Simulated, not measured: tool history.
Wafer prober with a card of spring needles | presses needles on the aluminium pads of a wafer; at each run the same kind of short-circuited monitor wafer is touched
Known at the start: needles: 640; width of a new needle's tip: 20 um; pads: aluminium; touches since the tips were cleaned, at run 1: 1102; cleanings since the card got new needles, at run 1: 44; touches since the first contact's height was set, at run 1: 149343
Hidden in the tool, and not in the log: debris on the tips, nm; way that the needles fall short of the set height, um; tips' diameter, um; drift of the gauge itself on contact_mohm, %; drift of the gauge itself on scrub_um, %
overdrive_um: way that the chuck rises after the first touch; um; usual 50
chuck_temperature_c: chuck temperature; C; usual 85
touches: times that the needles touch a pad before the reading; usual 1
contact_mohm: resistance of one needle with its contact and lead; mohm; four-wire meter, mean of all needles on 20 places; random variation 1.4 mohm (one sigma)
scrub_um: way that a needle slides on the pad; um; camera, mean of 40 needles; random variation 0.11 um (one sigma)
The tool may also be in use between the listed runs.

run,hour,overdrive_um,chuck_temperature_c,touches,touches since the tips were cleaned,cleanings since the card got new needles,touches since the first contact's height was set,contact_mohm,scrub_um
1,0.0,50,85,1,1102,44,149343,143,10.29
# hour 3.4: tips cleaned on abrasive film
# hour 7.8: tips cleaned on abrasive film
# hour 12.3: tips cleaned on abrasive film
# hour 17.8: tips cleaned on abrasive film
# hour 23.3: tips cleaned on abrasive film
# hour 28.9: tips cleaned on abrasive film
2,30.0,50,85,1,742,50,169550,143,10.36
# hour 34.4: tips cleaned on abrasive film
# hour 38.9: tips cleaned on abrasive film
# hour 43.3: tips cleaned on abrasive film
3,46.4,50,85,1,2124,53,180659,159,10.00
# hour 48.7: tips cleaned on abrasive film
# hour 53.1: tips cleaned on abrasive film
# hour 54.5: height of the first contact set anew
# hour 57.9: tips cleaned on abrasive film
# hour 62.3: tips cleaned on abrasive film
# hour 67.9: tips cleaned on abrasive film
4,68.2,50,85,1,236,58,9220,129,11.25
# hour 72.7: tips cleaned on abrasive film
# hour 78.2: tips cleaned on abrasive film
# hour 82.7: tips cleaned on abrasive film
# hour 87.1: tips cleaned on abrasive film
# hour 92.7: tips cleaned on abrasive film
# hour 97.1: tips cleaned on abrasive film
# hour 102.7: tips cleaned on abrasive film
5,102.9,33,85,1,176,65,32608,147,7.24
# hour 107.4: tips cleaned on abrasive film
# hour 112.9: tips cleaned on abrasive film
# hour 117.4: tips cleaned on abrasive film
# hour 122.9: tips cleaned on abrasive film
# hour 128.4: tips cleaned on abrasive film
# hour 132.9: tips cleaned on abrasive film
6,136.3,50,85,1,2362,71,55188,155,11.12
# hour 137.5: tips cleaned on abrasive film
# hour 142.0: tips cleaned on abrasive film
# hour 147.5: tips cleaned on abrasive film
# hour 152.0: tips cleaned on abrasive film
# hour 157.5: tips cleaned on abrasive film
7,161.4,50,85,1,2653,76,72067,158,10.97
# hour 162.5: tips cleaned on abrasive film
# hour 168.1: tips cleaned on abrasive film
# hour 172.5: tips cleaned on abrasive film
# hour 177.0: tips cleaned on abrasive film
8,177.0,50,85,1,0,80,82559,125,10.80
# hour 181.5: tips cleaned on abrasive film
# hour 185.9: tips cleaned on abrasive film
# hour 191.5: tips cleaned on abrasive film
# hour 195.9: tips cleaned on abrasive film
# hour 200.4: tips cleaned on abrasive film
# hour 204.8: tips cleaned on abrasive film
9,205.5,36,66,1,457,86,101739,147,7.60
# hour 209.9: tips cleaned on abrasive film
# hour 214.4: tips cleaned on abrasive film
# hour 218.8: tips cleaned on abrasive film
# hour 224.4: tips cleaned on abrasive film
10,226.5,36,66,1,1490,90,115957,184,7.42
# hour 229.9: tips cleaned on abrasive film
# hour 234.4: tips cleaned on abrasive film
# hour 239.9: tips cleaned on abrasive film
# hour 244.3: tips cleaned on abrasive film
# hour 248.8: tips cleaned on abrasive film
11,251.2,36,66,1,1626,95,132557,185,7.40
# hour 253.4: tips cleaned on abrasive film
# hour 257.9: tips cleaned on abrasive film
# hour 262.3: tips cleaned on abrasive film
12,266.5,35,66,1,2891,98,142934,223,6.99
# hour 267.7: tips cleaned on abrasive film
# hour 272.2: tips cleaned on abrasive film
# hour 276.6: tips cleaned on abrasive film
# hour 281.1: tips cleaned on abrasive film
# hour 285.5: tips cleaned on abrasive film
# hour 291.1: tips cleaned on abrasive film
# hour 295.5: tips cleaned on abrasive film
13,296.2,35,66,1,433,105,162833,155,6.83
# hour 300.6: tips cleaned on abrasive film
# hour 306.2: tips cleaned on abrasive film
# hour 311.7: tips cleaned on abrasive film
# hour 316.1: tips cleaned on abrasive film
# hour 320.6: tips cleaned on abrasive film
14,321.1,35,125,1,336,110,179641,161,6.63
# hour 325.5: tips cleaned on abrasive film
# hour 330.0: tips cleaned on abrasive film
# hour 330.3: height of the first contact set anew
# hour 334.7: tips cleaned on abrasive film
# hour 340.3: tips cleaned on abrasive film
# hour 344.7: tips cleaned on abrasive film
15,345.6,35,125,1,622,115,10355,159,7.98
# hour 350.1: tips cleaned on abrasive film
# hour 354.5: tips cleaned on abrasive film
# hour 359.0: tips cleaned on abrasive film
# hour 364.5: tips cleaned on abrasive film
16,368.4,35,125,1,2679,119,25762,209,7.69

Forecast each of these 3 alternatives for the next run:
# hour 369.6: tips cleaned on abrasive film
# hour 374.1: tips cleaned on abrasive film
# hour 379.6: tips cleaned on abrasive film
# hour 385.2: tips cleaned on abrasive film
# hour 389.6: tips cleaned on abrasive film
A,391.2,55,60,1,1067,124,41054,?,?
# hour 369.6: tips cleaned on abrasive film
# hour 374.1: tips cleaned on abrasive film
# hour 379.6: tips cleaned on abrasive film
# hour 385.2: tips cleaned on abrasive film
# hour 389.6: tips cleaned on abrasive film
B,391.2,35,36,1,1067,124,41054,?,?
# hour 369.6: tips cleaned on abrasive film
# hour 374.1: tips cleaned on abrasive film
# hour 379.6: tips cleaned on abrasive film
# hour 385.2: tips cleaned on abrasive film
# hour 389.6: tips cleaned on abrasive film
C,391.2,35,33,1,1067,124,41054,?,?

run,contact_mohm,scrub_um
A,139,12.20
B,170,7.69
C,170,7.66
Without the tool's hidden state the same runs would have given:
run,contact_mohm,scrub_um
A,118,12.46
B,121,7.95
C,120,7.93

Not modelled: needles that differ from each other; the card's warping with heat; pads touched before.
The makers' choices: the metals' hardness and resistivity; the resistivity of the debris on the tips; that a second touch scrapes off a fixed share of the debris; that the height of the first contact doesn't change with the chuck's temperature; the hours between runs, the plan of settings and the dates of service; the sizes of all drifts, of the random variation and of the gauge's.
